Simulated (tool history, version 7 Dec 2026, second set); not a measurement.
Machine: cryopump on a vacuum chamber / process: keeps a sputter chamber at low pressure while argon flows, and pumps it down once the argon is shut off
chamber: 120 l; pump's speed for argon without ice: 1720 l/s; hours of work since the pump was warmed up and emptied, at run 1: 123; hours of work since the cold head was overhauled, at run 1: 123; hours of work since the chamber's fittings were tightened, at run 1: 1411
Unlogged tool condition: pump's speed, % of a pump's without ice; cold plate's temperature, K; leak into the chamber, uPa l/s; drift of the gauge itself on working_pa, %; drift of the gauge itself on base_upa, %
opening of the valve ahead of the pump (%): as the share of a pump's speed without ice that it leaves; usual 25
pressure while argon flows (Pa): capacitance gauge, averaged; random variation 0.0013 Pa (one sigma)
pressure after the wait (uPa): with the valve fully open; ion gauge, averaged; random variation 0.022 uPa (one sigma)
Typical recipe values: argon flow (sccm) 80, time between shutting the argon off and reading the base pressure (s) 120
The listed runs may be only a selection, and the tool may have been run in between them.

run,day,argon flow (sccm),time between shutting the argon off and reading the base pressure (s),opening of the valve ahead of the pump (%),hours of work since the pump was warmed up and emptied,hours of work since the cold head was overhauled,hours of work since the chamber's fittings were tightened,pressure while argon flows (Pa),pressure after the wait (uPa)
1,0,80,120,25,123,123,1411,0.3187,1.42
2,0.617,80,120,25,130,130,1418,0.3183,1.39
3,1.283,80,120,25,137,137,1425,0.3187,1.44
4,1.692,80,120,26,142,142,1430,0.3079,1.46
5,2.208,80,120,26,147,147,1435,0.3055,1.42
6,2.971,80,120,27,156,156,1444,0.2964,1.4
7,3.721,80,120,27,164,164,1452,0.2977,1.44
8,4.112,80,120,27,169,169,1457,0.2953,1.41
9,4.558,80,120,27,174,174,1462,0.2979,1.41
10,5.038,80,120,27,179,179,1467,0.2974,1.42
11,5.475,62,120,25,184,184,1472,0.2474,1.38
12,5.933,62,120,25,189,189,1477,0.2502,1.44
13,6.592,62,120,25,196,196,1484,0.2492,1.46
14,7.329,62,120,25,205,205,1493,0.249,1.51
15,7.912,80,120,25,211,211,1499,0.3206,1.46
16,8.246,80,120,25,215,215,1503,0.3186,1.48
17,8.738,80,120,25,220,220,1508,0.3212,1.45
18,9.371,80,120,25,227,227,1515,0.3218,1.47
19,10.021,80,120,25,235,235,1523,0.3239,1.48
20,10.621,80,36,36,241,241,1529,0.2263,2.46

What will run 21 give?
21,11.008,159,26,36,246,246,1534,?,?

Run 21 gave pressure while argon flows (Pa) 0.4468, pressure after the wait (uPa) 3.14.
With the hidden condition absent and the run-to-run variation left alone, this run would have shown pressure while argon flows (Pa) 0.4305, pressure after the wait (uPa) 2.25.
